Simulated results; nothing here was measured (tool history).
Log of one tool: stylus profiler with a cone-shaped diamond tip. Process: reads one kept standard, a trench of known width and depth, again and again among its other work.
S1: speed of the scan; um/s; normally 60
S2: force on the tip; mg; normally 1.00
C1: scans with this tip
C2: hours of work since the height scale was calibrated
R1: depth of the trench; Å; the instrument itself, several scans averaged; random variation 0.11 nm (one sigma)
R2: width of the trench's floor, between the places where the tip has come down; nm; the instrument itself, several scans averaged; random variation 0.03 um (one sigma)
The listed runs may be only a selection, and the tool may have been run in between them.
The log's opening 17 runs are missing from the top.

run    hour   S1    S2     C1   C2      R1     R2
 18   660.8   39  1.00  13392   48  2010.3  97610
 19   689.3   39  1.00  13590   69  2009.9  97630
 20   718.3   39  1.00  13791   91  2009.1  97650
 21   751.5   17  0.98  14021  117  2009.0  97780
 22   784.0   17  0.98  14246  141  2010.1  97770
 23   816.7   17  0.98  14473  166  2009.6  97740
 24   846.7  115  0.98  14681  189  2008.7  97270
 25   908.2  115  0.98  15108  236  2008.3  97250
 26   950.5  115  0.98  15400  268  2009.3  97290
 27  1004.1   36  1.39  15772  309  2011.6  97630
 28  1033.6   47  0.87  15977  332  2008.2  97550
 29  1059.5   38  0.83  16156  351  2006.7  97560
 30  1105.5  168  0.91  16475  386  2007.3  96980
 31  1133.1   78  2.58  16666  407  2017.7  97520
 32  1188.4   78  2.58  17050  450  2018.4  97560
 33  1226.3   49  2.46  17312  479  2018.1  97620
 34  1268.0   60  1.02  17602  510  2008.3  97450
 35  1323.5  113  1.39  17986  553  2009.1  97280
 36  1351.9   91  1.86  18183  574  2014.8  97400
 37  1396.5   20  1.98  18492  608  2012.2  97590

Below are 3 alternative next runs, each starting from the tool's condition after run 37. Predict each:
  A  1436.7  19  1.00  18771  639   ?   ?
  B  1436.7  93  0.71  18771  639   ?   ?
  C  1436.7  89  1.07  18771  639   ?   ?

run      R1     R2
  A  2007.8  97600
  B  2003.1  97180
  C  2006.6  97340
Take away the tool's hidden state, keep each run's random variation, and the runs would have read:
run      R1     R2
  A  2011.0  98160
  B  2006.3  97740
  C  2009.8  97900

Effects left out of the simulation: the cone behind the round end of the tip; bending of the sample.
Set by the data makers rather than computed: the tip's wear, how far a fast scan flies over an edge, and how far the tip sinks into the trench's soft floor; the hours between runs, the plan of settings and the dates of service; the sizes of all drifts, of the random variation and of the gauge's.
